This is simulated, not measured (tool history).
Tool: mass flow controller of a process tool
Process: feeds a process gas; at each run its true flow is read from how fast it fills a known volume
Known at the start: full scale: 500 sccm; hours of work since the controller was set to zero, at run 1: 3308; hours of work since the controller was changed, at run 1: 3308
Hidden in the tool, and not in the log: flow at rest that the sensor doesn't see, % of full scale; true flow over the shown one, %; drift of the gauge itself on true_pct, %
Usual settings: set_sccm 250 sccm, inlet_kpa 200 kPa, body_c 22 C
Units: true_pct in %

run    hour  set_sccm  inlet_kpa  body_c  hours of work since the controller was set to zero  hours of work since the controller was changed  true_pct
  1       0       250        200      22                                                3308                                            3308      99.7
  2   186.6       250        200      22                                                3391                                            3391     99.72
  3   351.9       250        200      22                                                3465                                            3465      99.8
  4   582.1       250        200      22                                                3568                                            3568     99.78
  5   761.5       250        200      22                                                3648                                            3648     99.72
  6   902.8       250        200      22                                                3712                                            3712     99.78
  7  1166.3       250        200      22                                                3829                                            3829     99.78
  8    1335       250        200      22                                                3905                                            3905     99.79
  9  1481.7       250        200      22                                                3970                                            3970     99.93
 10  1809.3        80        200      22                                                4117                                            4117     97.98
 11  2099.8        80        200      22                                                4247                                            4247     97.89
 12  2438.7        66        200      22                                                4398                                            4398     97.27
 13  2701.4       250        200      22                                                4516                                            4516     99.95
 14  2888.7       250        200      22                                                4599                                            4599    100.03
 15  3103.3       250        200      22                                                4695                                            4695     99.98
 16  3370.9       250        232      22                                                4815                                            4815    100.16
 17  3604.7       250        232      22                                                4919                                            4919     99.96
 18  3823.3       250        232      22                                                5017                                            5017    100.29
 19  4141.5       250        204      21                                                5159                                            5159     99.84
 20  4368.7       250        204      21                                                5261                                            5261     99.91
 21    4535       250        200      35                                                5335                                            5335    101.25
 22  4715.6       250        200      29                                                5416                                            5416    100.74
 23  4908.8       493        154      29                                                5502                                            5502    101.11
 24  5123.2        60        188      25                                                5598                                            5598      96.7
 25  5274.5        60        188      25                                                5666                                            5666     96.79
 26  5474.7        51        250      25                                                5755                                            5755      96.4
 27    5662        51        250      25                                                5839                                            5839     96.35
 28  5893.4       231        187      26                                                5942                                            5942    100.44
 29  6126.2       231        187      26                                                6047                                            6047    100.25
 30  6470.6       100        227      40                                                6200                                            6200    100.15
 31  6785.5        50        221      31                                                6341                                            6341     96.32
 32  7019.1       143        220      22                                                6446                                            6446     99.31

Run 33 comes next. What will it give?
 33  7234.7       136        253      39                                                6542                                            6542         ?

Run 33 gave true_pct 100.99 %.
Without the tool's hidden state the same run would have given true_pct 101.2 %.
